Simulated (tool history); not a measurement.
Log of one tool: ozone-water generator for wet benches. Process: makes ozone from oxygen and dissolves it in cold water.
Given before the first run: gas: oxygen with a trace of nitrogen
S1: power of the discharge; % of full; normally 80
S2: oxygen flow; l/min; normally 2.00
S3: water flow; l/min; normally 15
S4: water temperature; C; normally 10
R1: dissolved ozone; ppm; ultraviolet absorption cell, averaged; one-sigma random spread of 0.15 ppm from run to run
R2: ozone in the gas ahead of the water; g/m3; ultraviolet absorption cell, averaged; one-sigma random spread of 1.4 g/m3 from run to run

| run | day | S1 | S2 | S3 | S4 | R1 | R2 |
|---|---|---|---|---|---|---|---|
| 1 | 0.000 | 80 | 2.00 | 15 | 10 | 17.8 | 249.1 |
| 2 | 3.608 | 44 | 2.00 | 15 | 10 | 12.5 | 173.3 |
| 3 | 8.879 | 80 | 2.00 | 15 | 10 | 17.6 | 247.1 |
| 4 | 14.592 | 80 | 2.00 | 15 | 10 | 17.8 | 243.8 |
| 5 | 17.654 | 80 | 2.00 | 15 | 10 | 17.8 | 248.8 |
| 6 | 21.596 | 80 | 2.00 | 15 | 16 | 16.7 | 247.0 |
|  | 22.092 | contactor cleaned |
| 7 | 24.821 | 80 | 1.18 | 13 | 10 | 17.7 | 317.8 |
| 8 | 28.129 | 80 | 1.18 | 13 | 10 | 17.5 | 322.6 |
| 9 | 33.633 | 75 | 1.61 | 13 | 16 | 17.6 | 263.7 |
| 10 | 38.412 | 51 | 1.17 | 9 | 7 | 20.5 | 245.0 |
| 11 | 44.942 | 51 | 1.17 | 9 | 7 | 20.6 | 243.8 |
| 12 | 48.317 | 56 | 2.00 | 12 | 7 | 18.4 | 196.6 |

Here are 3 independent what-if runs from the current tool condition. What would each one return?
|  | 49.983 | contactor cleaned, once more |
| A | 52.162 | 56 | 3.46 | 12 | 5 | ? | ? |
|  | 49.983 | contactor cleaned, once more |
| B | 52.162 | 56 | 2.00 | 14 | 16 | ? | ? |
|  | 49.983 | contactor cleaned, once more |
| C | 52.162 | 56 | 2.57 | 12 | 7 | ? | ? |

| run | R1 | R2 |
|---|---|---|
| A | 21.0 | 148.0 |
| B | 14.9 | 196.5 |
| C | 19.7 | 171.4 |
With no hidden state in the tool, these same runs would have given:
| run | R1 | R2 |
|---|---|---|
| A | 21.8 | 153.0 |
| B | 15.5 | 203.2 |
| C | 20.5 | 177.3 |

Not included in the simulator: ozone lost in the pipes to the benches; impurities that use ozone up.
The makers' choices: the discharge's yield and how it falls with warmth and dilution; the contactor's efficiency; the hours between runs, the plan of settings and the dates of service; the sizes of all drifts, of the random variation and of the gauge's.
